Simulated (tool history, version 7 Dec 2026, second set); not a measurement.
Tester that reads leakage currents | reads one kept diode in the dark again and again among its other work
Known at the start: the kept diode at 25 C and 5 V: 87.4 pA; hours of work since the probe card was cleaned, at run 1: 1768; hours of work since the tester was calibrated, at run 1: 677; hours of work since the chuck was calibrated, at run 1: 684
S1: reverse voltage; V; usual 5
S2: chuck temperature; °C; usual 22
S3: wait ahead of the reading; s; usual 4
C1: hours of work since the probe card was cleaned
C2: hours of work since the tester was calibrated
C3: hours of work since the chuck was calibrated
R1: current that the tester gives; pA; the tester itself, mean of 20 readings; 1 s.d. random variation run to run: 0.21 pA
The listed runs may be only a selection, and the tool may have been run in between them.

run,hour,S1,S2,S3,C1,C2,C3,R1
1,0,5,22,4,1768,677,684,69.64
2,34.9,5,22,4,1792,700,708,68.95
3,65.9,1.5,22,4,1813,721,729,41.77
4,94.8,1.5,22,4,1833,741,749,41.83
5,113.2,1.5,22,4,1845,754,761,42.11
6,133.6,1.5,22,4,1859,767,775,41.76
7,162.7,5,38,4,1879,787,795,233.81
8,183.1,5,38,4,1893,801,809,232.75
9,205.2,5.07,36,2.49,1908,816,824,202.62
10,222,6.91,54,2.49,1919,828,835,795.28
11,249.5,2.25,21,4.33,1938,846,854,45.92
12,281.2,4.73,21,6.66,1960,868,876,62.69
13,299.1,1.8,22,0.42,1972,880,888,46.6
# hour 306.1: chuck's temperature calibrated
14,327.5,5,52,0.72,1990,898,15,614.2
15,364.5,5,52,6.26,2015,923,40,613.08

Each row is a separate what-if for the run after 15, all from the same tool condition, not one after another. Results?
A,399,3.78,52,2.04,2038,947,63,?
B,399,16.58,52,6.26,2038,947,63,?
C,399,5,22,6.26,2038,947,63,?

run,R1
A,545.9
B,1010.65
C,69.31
Take away the tool's hidden state, keep each run's random variation, and the runs would have read:
run,R1
A,545.88
B,1010.5
C,69.26
